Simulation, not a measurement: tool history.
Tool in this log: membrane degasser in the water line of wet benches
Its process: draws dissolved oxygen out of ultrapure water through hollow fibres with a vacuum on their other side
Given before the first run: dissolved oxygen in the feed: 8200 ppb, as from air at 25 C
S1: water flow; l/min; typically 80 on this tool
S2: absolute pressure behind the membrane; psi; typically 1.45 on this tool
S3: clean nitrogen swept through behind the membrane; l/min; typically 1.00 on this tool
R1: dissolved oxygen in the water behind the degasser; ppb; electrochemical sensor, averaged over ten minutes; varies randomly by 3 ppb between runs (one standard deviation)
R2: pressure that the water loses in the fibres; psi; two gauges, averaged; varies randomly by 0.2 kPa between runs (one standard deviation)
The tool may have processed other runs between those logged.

run     day  S1    S2    S3      R1     R2
  1   0.000  80  1.45  1.00   897.3  6.406
  2   3.588  80  1.45  1.00   904.2  6.457
  3   5.200  80  1.45  1.00   908.2  6.519
  4   8.392  68  1.45  1.00   818.9  5.511
     10.654  -- seals of the vacuum lines changed
  5  11.175  80  3.13  1.00  2046.5  6.480
  6  12.746  80  1.06  1.00   592.2  6.496
  7  14.617  80  1.06  1.00   596.0  6.464
  8  16.729  80  1.06  1.00   594.8  6.519
     17.800  -- vacuum gauge calibrated
  9  19.817  80  1.06  1.00   523.7  6.496
 10  23.146  80  1.06  1.00   525.0  6.538
 11  25.421  80  2.99  1.00  1924.8  6.538
 12  27.671  80  2.99  1.00  1923.0  6.470
 13  29.833  88  1.35  0.80   922.8  7.216
 14  31.662  88  2.64  0.65  2272.0  7.187
 15  33.229  51  3.28  0.92  1683.3  4.183
 16  34.742  96  1.38  0.45  1325.4  7.870
 17  37.996  96  1.38  0.45  1332.0  7.864
 18  39.462  96  1.38  0.45  1336.4  7.899
 19  41.658  69  1.38  0.45  1140.2  5.625
 20  43.321  80  1.45  0.56  1180.0  6.543
 21  46.200  80  1.45  0.56  1193.0  6.573
 22  48.729  84  1.80  0.64  1479.2  6.907
 23  52.333  84  1.80  0.64  1487.7  6.830

Forecast each of these 3 alternatives for the next run:
  A  54.988   84  1.80  1.84   ?   ?
  B  54.988  100  1.80  0.55   ?   ?
  C  54.988   84  0.94  0.75   ?   ?

run      R1     R2
  A   765.4  6.846
  B  1743.1  8.227
  C   529.7  6.946
Had the tool no hidden state, the same runs would have come out as:
run      R1     R2
  A   761.8  6.649
  B  1738.2  7.990
  C   523.6  6.746
